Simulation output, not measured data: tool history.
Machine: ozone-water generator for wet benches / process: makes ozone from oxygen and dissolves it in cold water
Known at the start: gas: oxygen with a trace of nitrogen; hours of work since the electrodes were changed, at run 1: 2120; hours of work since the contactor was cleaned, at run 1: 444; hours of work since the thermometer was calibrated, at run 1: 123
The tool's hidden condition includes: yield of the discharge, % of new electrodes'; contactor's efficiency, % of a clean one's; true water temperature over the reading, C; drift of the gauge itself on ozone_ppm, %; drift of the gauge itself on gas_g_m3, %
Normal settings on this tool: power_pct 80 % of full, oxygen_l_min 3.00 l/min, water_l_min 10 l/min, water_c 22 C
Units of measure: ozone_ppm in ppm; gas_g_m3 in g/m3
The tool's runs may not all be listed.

run	hour	power_pct	oxygen_l_min	water_l_min	water_c	hours of work since the electrodes were changed	hours of work since the contactor was cleaned	hours of work since the thermometer was calibrated	ozone_ppm	gas_g_m3
1	0.0	80	3.00	10	22	2120	444	123	24.9	213.4
2	136.3	80	3.00	10	22	2249	573	252	24.6	212.3
3	245.8	80	3.00	10	22	2353	677	356	24.9	213.8
4	353.6	80	3.00	9	22	2455	779	458	26.6	211.3
5	497.5	80	2.61	10	22	2591	915	594	25.1	232.0
6	585.6	80	3.00	10	26	2674	998	677	23.6	214.5
7	796.5	45	3.00	10	22	2874	1198	877	16.2	139.3
8	970.2	52	3.00	10	22	3038	1362	1041	18.0	156.4
9	1111.7	80	3.00	10	24	3172	1496	1175	23.9	214.2
10	1216.4	80	3.00	10	22	3271	1595	1274	24.7	216.5
11	1375.6	80	3.00	10	22	3422	1746	1425	24.6	216.6
12	1467.5	80	3.00	10	22	3509	1833	1512	24.8	215.0
13	1628.1	80	3.00	10	22	3661	1985	1664	24.4	215.8
14	1831.1	80	3.00	10	22	3853	2177	1856	24.6	215.7
15	2025.0	80	3.00	10	22	4036	2360	2039	24.8	217.8
16	2207.7	80	3.00	10	22	4209	2533	2212	24.8	217.5
17	2346.1	80	3.00	10	22	4340	2664	2343	24.7	219.2
18	2484.4	94	2.45	10	30	4471	2795	2474	25.1	281.1
19	2592.7	41	3.00	6	29	4574	2897	2576	18.2	132.6
20	2679.6	59	3.00	10	22	4656	2980	2659	19.8	174.3
21	2771.2	59	3.00	10	22	4743	3066	2745	19.6	173.2
22	2909.7	59	3.75	12	21	4874	3197	2876	16.7	151.2
23	3107.4	80	3.00	9	22	5061	3384	3063	26.6	218.0
24	3217.8	80	3.00	9	22	5165	3489	3168	26.6	217.9
# hour 3373.5: gauge calibrated
25	3401.1	80	1.98	14	22	5339	3662	3341	19.0	279.5
26	3613.6	55	2.28	7	23	5540	3863	3542	24.8	192.8
27	3730.2	86	3.00	9	22	5650	3974	3653	28.0	227.3
28	3831.6	86	5.06	7	25	5746	4070	3749	26.5	159.9
29	3923.3	86	5.06	7	25	5833	4156	3835	26.3	159.0
30	4086.6	86	5.06	13	25	5987	4311	3990	18.2	159.6
31	4290.9	56	5.06	13	25	6181	4504	4183	13.3	117.4

Here are 5 independent what-if runs from the current tool condition. What would each one return?
A	4457.1	89	1.90	14	25	6338	4662	4341	?	?
B	4457.1	54	3.00	12	20	6338	4662	4341	?	?
C	4457.1	80	2.42	6	22	6338	4662	4341	?	?
D	4457.1	80	2.62	10	15	6338	4662	4341	?	?
E	4457.1	56	2.99	13	25	6338	4662	4341	?	?

run	ozone_ppm	gas_g_m3
A	19.7	312.7
B	16.3	159.7
C	36.5	247.5
D	28.1	234.3
E	14.5	165.0
Had the tool no hidden state, the same runs would have come out as:
run	ozone_ppm	gas_g_m3
A	19.7	310.7
B	16.4	158.6
C	36.6	245.9
D	28.2	232.8
E	14.6	163.8
